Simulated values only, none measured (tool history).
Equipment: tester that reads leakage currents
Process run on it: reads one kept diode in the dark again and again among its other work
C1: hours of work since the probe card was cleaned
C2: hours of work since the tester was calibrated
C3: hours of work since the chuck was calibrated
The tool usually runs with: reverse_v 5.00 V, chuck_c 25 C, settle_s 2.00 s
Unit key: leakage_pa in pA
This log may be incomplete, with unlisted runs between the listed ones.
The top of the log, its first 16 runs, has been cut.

{"run": 17, "day": 52.596, "reverse_v": 5.0, "chuck_c": 25, "settle_s": 0.36, "C1": 258, "C2": 2625, "C3": 1603, "leakage_pa": 168.83}
{"run": 18, "day": 55.971, "reverse_v": 5.0, "chuck_c": 35, "settle_s": 2.0, "C1": 311, "C2": 2678, "C3": 1657, "leakage_pa": 402.4}
{"run": 19, "day": 59.05, "reverse_v": 5.0, "chuck_c": 25, "settle_s": 2.0, "C1": 360, "C2": 2727, "C3": 1706, "leakage_pa": 167.71}
{"run": 20, "day": 61.875, "reverse_v": 5.0, "chuck_c": 25, "settle_s": 2.0, "C1": 405, "C2": 2772, "C3": 1751, "leakage_pa": 168.34}
{"run": 21, "day": 64.338, "reverse_v": 5.0, "chuck_c": 25, "settle_s": 2.0, "C1": 445, "C2": 2811, "C3": 1790, "leakage_pa": 168.56}
{"run": 22, "day": 67.562, "reverse_v": 5.0, "chuck_c": 53, "settle_s": 3.26, "C1": 496, "C2": 2863, "C3": 1841, "leakage_pa": 1768.22}
{"run": 23, "day": 71.462, "reverse_v": 5.0, "chuck_c": 53, "settle_s": 3.26, "C1": 558, "C2": 2925, "C3": 1903, "leakage_pa": 1781.1}
{"run": 24, "day": 74.342, "reverse_v": 5.0, "chuck_c": 53, "settle_s": 3.26, "C1": 604, "C2": 2971, "C3": 1949, "leakage_pa": 1780.04}
{"run": 25, "day": 77.854, "reverse_v": 7.35, "chuck_c": 37, "settle_s": 3.26, "C1": 660, "C2": 3026, "C3": 2005, "leakage_pa": 559.87}
{"run": 26, "day": 80.842, "reverse_v": 5.91, "chuck_c": 29, "settle_s": 3.43, "C1": 707, "C2": 3074, "C3": 2052, "leakage_pa": 262.99}
{"run": 27, "day": 85.158, "reverse_v": 5.91, "chuck_c": 53, "settle_s": 9.58, "C1": 776, "C2": 3143, "C3": 2121, "leakage_pa": 1908.15}
{"run": 28, "day": 89.267, "reverse_v": 1.42, "chuck_c": 53, "settle_s": 0.55, "C1": 841, "C2": 3208, "C3": 2186, "leakage_pa": 1214.9}
{"day": 90.262, "done": "chuck's temperature calibrated"}
{"run": 29, "day": 92.496, "reverse_v": 5.19, "chuck_c": 53, "settle_s": 0.55, "C1": 891, "C2": 3258, "C3": 36, "leakage_pa": 1555.51}
{"run": 30, "day": 94.583, "reverse_v": 5.19, "chuck_c": 53, "settle_s": 0.55, "C1": 925, "C2": 3291, "C3": 69, "leakage_pa": 1562.23}
{"run": 31, "day": 98.504, "reverse_v": 18.75, "chuck_c": 31, "settle_s": 6.37, "C1": 987, "C2": 3354, "C3": 131, "leakage_pa": 387.28}
{"run": 32, "day": 100.354, "reverse_v": 1.26, "chuck_c": 36, "settle_s": 0.93, "C1": 1016, "C2": 3383, "C3": 161, "leakage_pa": 246.57}
{"run": 33, "day": 104.738, "reverse_v": 1.26, "chuck_c": 36, "settle_s": 0.57, "C1": 1086, "C2": 3453, "C3": 230, "leakage_pa": 248.81}
{"run": 34, "day": 108.283, "reverse_v": 19.62, "chuck_c": 28, "settle_s": 3.19, "C1": 1143, "C2": 3509, "C3": 287, "leakage_pa": 313.57}
{"run": 35, "day": 110.6, "reverse_v": 19.62, "chuck_c": 28, "settle_s": 3.19, "C1": 1180, "C2": 3546, "C3": 324, "leakage_pa": 313.66}
{"run": 36, "day": 114.383, "reverse_v": 4.12, "chuck_c": 21, "settle_s": 2.54, "C1": 1240, "C2": 3607, "C3": 384, "leakage_pa": 97.23}
{"run": 37, "day": 118.175, "reverse_v": 4.12, "chuck_c": 21, "settle_s": 2.54, "C1": 1300, "C2": 3667, "C3": 444, "leakage_pa": 98.09}
{"run": 38, "day": 120.638, "reverse_v": 3.11, "chuck_c": 32, "settle_s": 6.39, "C1": 1339, "C2": 3706, "C3": 483, "leakage_pa": 239.23}
{"run": 39, "day": 122.608, "reverse_v": 16.49, "chuck_c": 41, "settle_s": 6.39, "C1": 1371, "C2": 3737, "C3": 515, "leakage_pa": 898.62}

5 options for the next run, each taken on its own from the tool as it stands now. Forecast them:
{"run": "A", "day": 126.85, "reverse_v": 1.43, "chuck_c": 41, "settle_s": 1.52, "C1": 1438, "C2": 3805, "C3": 582, "leakage_pa": "?"}
{"run": "B", "day": 126.85, "reverse_v": 7.36, "chuck_c": 41, "settle_s": 6.39, "C1": 1438, "C2": 3805, "C3": 582, "leakage_pa": "?"}
{"run": "C", "day": 126.85, "reverse_v": 3.13, "chuck_c": 42, "settle_s": 0.47, "C1": 1438, "C2": 3805, "C3": 582, "leakage_pa": "?"}
{"run": "D", "day": 126.85, "reverse_v": 16.49, "chuck_c": 56, "settle_s": 2.8, "C1": 1438, "C2": 3805, "C3": 582, "leakage_pa": "?"}
{"run": "E", "day": 126.85, "reverse_v": 16.22, "chuck_c": 37, "settle_s": 1.79, "C1": 1438, "C2": 3805, "C3": 582, "leakage_pa": "?"}

run=A leakage_pa=406.29
run=B leakage_pa=693.42
run=C leakage_pa=568.76
run=D leakage_pa=2972.13
run=E leakage_pa=651.21
Had the tool no hidden state, the same runs would have come out as:
run=A leakage_pa=384.16
run=B leakage_pa=650.91
run=C leakage_pa=537.03
run=D leakage_pa=2818.96
run=E leakage_pa=601.58
